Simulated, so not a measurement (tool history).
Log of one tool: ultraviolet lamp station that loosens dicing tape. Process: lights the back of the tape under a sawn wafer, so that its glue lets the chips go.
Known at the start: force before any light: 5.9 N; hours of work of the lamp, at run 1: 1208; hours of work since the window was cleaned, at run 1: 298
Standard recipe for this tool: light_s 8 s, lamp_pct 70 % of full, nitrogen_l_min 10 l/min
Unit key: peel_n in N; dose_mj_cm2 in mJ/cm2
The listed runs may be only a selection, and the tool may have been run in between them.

run	hour	light_s	lamp_pct	nitrogen_l_min	hours of work of the lamp	hours of work since the window was cleaned	peel_n	dose_mj_cm2
1	0.0	8	70	10	1208	298	1.090	268
2	89.1	7	70	10	1263	352	1.394	231
3	186.7	7	70	10	1323	412	1.395	225
4	286.2	7	70	10	1384	474	1.503	219
5	371.1	7	70	10	1436	526	1.548	214
# hour 415.8: window cleaned of glue's vapour
6	448.8	7	70	10	1484	20	1.745	195
7	515.6	7	70	10	1525	61	1.766	191
8	575.4	7	70	10	1562	98	1.808	187
9	619.3	7	70	10	1589	125	1.796	187
10	691.6	7	70	10	1633	170	1.846	179
11	739.7	9	67	3	1663	199	2.514	220
12	798.1	8	76	10	1699	235	1.508	219
# hour 852.2: window cleaned of glue's vapour, once more
13	885.2	9	70	10	1752	20	0.951	293
14	975.9	4	80	9	1808	76	2.456	147
15	1056.2	4	80	9	1858	126	2.524	138
16	1121.9	8	76	9	1898	166	1.196	265
# hour 1135.2: lamp changed
17	1213.5	6	71	10	48	222	1.158	262

Measured less the same run without the tool's hidden state. The same run-to-run variation is in both; the gauge's scatter may not be:
Unlogged tool condition in this case: lamp's light, % of a new lamp's; light that the window lets through, % of a clean one's; drift of the gauge itself on peel_n, %; drift of the gauge itself on dose_mj_cm2, %.
run	peel_n	dose_mj_cm2
1	+0.466	-102
2	+0.586	-95
3	+0.617	-103
4	+0.700	-108
5	+0.749	-114
6	+0.924	-130
7	+0.959	-136
8	+1.004	-138
9	+1.009	-141
10	+1.055	-146
11	+1.241	-184
12	+0.971	-188
13	+0.459	-126
14	+0.806	-67
15	+0.866	-71
16	+0.626	-139
17	+0.141	-23
